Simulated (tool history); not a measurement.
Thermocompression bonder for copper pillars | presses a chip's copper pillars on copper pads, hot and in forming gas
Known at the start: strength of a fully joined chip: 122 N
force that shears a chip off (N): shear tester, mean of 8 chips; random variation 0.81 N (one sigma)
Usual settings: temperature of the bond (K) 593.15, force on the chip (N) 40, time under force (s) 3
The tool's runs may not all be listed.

| run | hour | temperature of the bond (K) | force on the chip (N) | time under force (s) | force that shears a chip off (N) |
|---|---|---|---|---|---|
| 1 | 0 | 593.15 | 40 | 3 | 59.8 |
| 2 | 6.4 | 593.15 | 40 | 3 | 60.3 |
| 3 | 18.5 | 593.15 | 40 | 3 | 59.8 |
| 4 | 31.3 | 593.15 | 40 | 3 | 61.6 |
| 5 | 42 | 593.15 | 40 | 2 | 52.1 |
| 6 | 49.8 | 593.15 | 40 | 2 | 52.3 |
| 7 | 57 | 593.15 | 40 | 2 | 52 |
| 8 | 69.4 | 593.15 | 40 | 2 | 52 |
| 9 | 82.6 | 593.15 | 40 | 3 | 60.2 |
| 10 | 93 | 593.15 | 40 | 3 | 58.3 |
| 11 | 99.6 | 593.15 | 40 | 3 | 58.1 |
|  | 102.4 | heater calibrated with a thermocouple chip |
| 12 | 113.2 | 593.15 | 40 | 3 | 59 |
| 13 | 123.4 | 593.15 | 40 | 3 | 59.6 |
|  | 136.7 | heater calibrated with a thermocouple chip, once more |
| 14 | 139 | 593.15 | 40 | 3 | 58.8 |
| 15 | 145.3 | 593.15 | 40 | 3 | 59 |
| 16 | 157.1 | 593.15 | 51 | 3 | 69.6 |
| 17 | 168.9 | 593.15 | 40 | 5 | 68.9 |
| 18 | 178.2 | 593.15 | 40 | 5 | 68.9 |
| 19 | 185 | 598.15 | 40 | 9 | 85 |
| 20 | 194.2 | 598.15 | 34 | 9 | 77 |
| 21 | 199.9 | 596.15 | 42 | 5 | 73.6 |
| 22 | 210 | 596.15 | 46 | 5 | 75.5 |
| 23 | 220.7 | 595.15 | 29 | 5 | 58.3 |
| 24 | 228.3 | 569.15 | 32 | 2 | 33 |
| 25 | 235.4 | 569.15 | 32 | 2 | 32.8 |
| 26 | 241.5 | 581.15 | 40 | 9 | 75.4 |
| 27 | 251.2 | 581.15 | 40 | 9 | 73.4 |
| 28 | 264.8 | 581.15 | 40 | 9 | 74.3 |
| 29 | 273.7 | 609.15 | 41 | 3 | 65.4 |
| 30 | 287.3 | 576.15 | 43 | 3 | 51.1 |
| 31 | 300.3 | 585.15 | 53 | 6 | 78.6 |
| 32 | 314 | 585.15 | 32 | 4 | 50.7 |
| 33 | 327.2 | 585.15 | 33 | 3 | 46.3 |

Measured less the same run without the tool's hidden state. The same run-to-run variation is in both; the gauge's scatter may not be:
The hidden state here: true temperature of the bond over the reading, C; force that reaches the chip, % of what is set; oxide that the forming gas leaves, % of the face; drift of the gauge itself on shear_n, %.
| run | force that shears a chip off (N) |
|---|---|
| 1 | -2.8 |
| 2 | -2.8 |
| 3 | -2.9 |
| 4 | -3.1 |
| 5 | -2.9 |
| 6 | -2.9 |
| 7 | -3 |
| 8 | -3 |
| 9 | -3.6 |
| 10 | -3.6 |
| 11 | -3.6 |
| 12 | -4.3 |
| 13 | -4.4 |
| 14 | -4.1 |
| 15 | -4.3 |
| 16 | -4.9 |
| 17 | -5.1 |
| 18 | -5.2 |
| 19 | -5.8 |
| 20 | -5.7 |
| 21 | -5.6 |
| 22 | -5.8 |
| 23 | -5 |
| 24 | -3.2 |
| 25 | -3.3 |
| 26 | -6.3 |
| 27 | -6.3 |
| 28 | -6.5 |
| 29 | -6.1 |
| 30 | -5.2 |
| 31 | -7.1 |
| 32 | -5.4 |
| 33 | -5.1 |
